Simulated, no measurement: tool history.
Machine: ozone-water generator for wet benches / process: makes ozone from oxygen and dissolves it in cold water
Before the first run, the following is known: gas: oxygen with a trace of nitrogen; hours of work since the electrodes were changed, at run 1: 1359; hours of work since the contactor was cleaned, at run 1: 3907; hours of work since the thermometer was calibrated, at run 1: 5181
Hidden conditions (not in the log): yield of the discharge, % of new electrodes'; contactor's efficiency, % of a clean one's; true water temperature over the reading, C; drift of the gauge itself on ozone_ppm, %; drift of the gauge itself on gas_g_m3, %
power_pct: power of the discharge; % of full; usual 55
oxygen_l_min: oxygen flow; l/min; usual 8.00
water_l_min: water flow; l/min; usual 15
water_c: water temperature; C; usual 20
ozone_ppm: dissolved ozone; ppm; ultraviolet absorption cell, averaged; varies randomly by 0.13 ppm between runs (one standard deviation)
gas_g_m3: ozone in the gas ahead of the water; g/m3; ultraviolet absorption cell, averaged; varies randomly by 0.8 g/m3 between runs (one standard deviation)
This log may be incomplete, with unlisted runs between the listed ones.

run    hour  power_pct  oxygen_l_min  water_l_min  water_c  hours of work since the electrodes were changed  hours of work since the contactor was cleaned  hours of work since the thermometer was calibrated  ozone_ppm  gas_g_m3
  1     0.0         55          8.00           15       20                                             1359                                           3907                                                5181       13.6     122.3
  2    81.6         55          8.00           15       20                                             1411                                           3959                                                5233       13.5     121.6
      121.2  -- water thermometer calibrated
  3   137.2         55          8.00           15       20                                             1446                                           3994                                                  10       13.6     120.9
  4   194.9         55          8.00           15       20                                             1483                                           4031                                                  47       13.6     120.5
  5   236.0         55          8.00           15       20                                             1509                                           4057                                                  73       13.5     119.9
  6   317.5         74          8.00           15       20                                             1561                                           4109                                                 125       17.0     152.3
  7   357.3         55          8.00           15       15                                             1586                                           4134                                                 150       14.9     120.0
  8   397.4         55          8.00           15       15                                             1612                                           4160                                                 176       14.9     119.5
  9   445.0         55         11.70           15       20                                             1642                                           4190                                                 206       12.2      96.2
 10   526.2         55         11.70           15       20                                             1694                                           4241                                                 258       12.2      95.4
 11   589.8         55         11.70           15       20                                             1734                                           4282                                                 298       12.1      97.7
 12   680.2         55          8.00           15       20                                             1792                                           4339                                                 356       13.4     120.0
 13   737.9         55          8.00           15       20                                             1828                                           4376                                                 392       13.3     119.4
 14   807.7         66         14.33           23       21                                             1873                                           4420                                                 437       10.2      98.3
 15   845.6         62          8.00           15       13                                             1897                                           4445                                                 461       16.9     130.2
 16   915.2         62          8.00           15       13                                             1941                                           4489                                                 505       16.7     131.7
 17   956.6         62          8.00           15       13                                             1967                                           4515                                                 531       16.7     130.7
 18  1002.2         62          8.00           15       13                                             1996                                           4544                                                 560       16.8     131.9
 19  1044.3         55          4.47           17       26                                             2023                                           4571                                                 587       11.9     166.1
 20  1113.4         55          4.47           17       26                                             2067                                           4615                                                 631       11.5     166.1
 21  1193.6         55          4.47           17       26                                             2118                                           4666                                                 682       11.5     166.5
 22  1277.0         61          8.46           18       20                                             2171                                           4719                                                 735       12.6     125.4
 23  1366.8         59          4.42           23       20                                             2228                                           4776                                                 792       10.8     175.9
 24  1417.6         59          4.42           23       20                                             2261                                           4808                                                 825       10.7     176.5
 25  1500.2         59          4.42           23       20                                             2313                                           4861                                                 877       10.7     173.6

3 options for the next run, each taken on its own from the tool as it stands now. Forecast them:
  A  1547.6         55          8.00           15       20                                             2343                                           4891                                                 907          ?         ?
  B  1547.6         45          8.00           20       21                                             2343                                           4891                                                 907          ?         ?
  C  1547.6         48          8.00           15       20                                             2343                                           4891                                                 907          ?         ?

run  ozone_ppm  gas_g_m3
  A       13.1     117.9
  B        9.2     101.3
  C       11.7     105.7
The same runs, with their run-to-run variation unchanged, on a tool lacking any hidden condition would have given:
run  ozone_ppm  gas_g_m3
  A       15.1     124.6
  B       10.5     105.9
  C       13.4     110.9
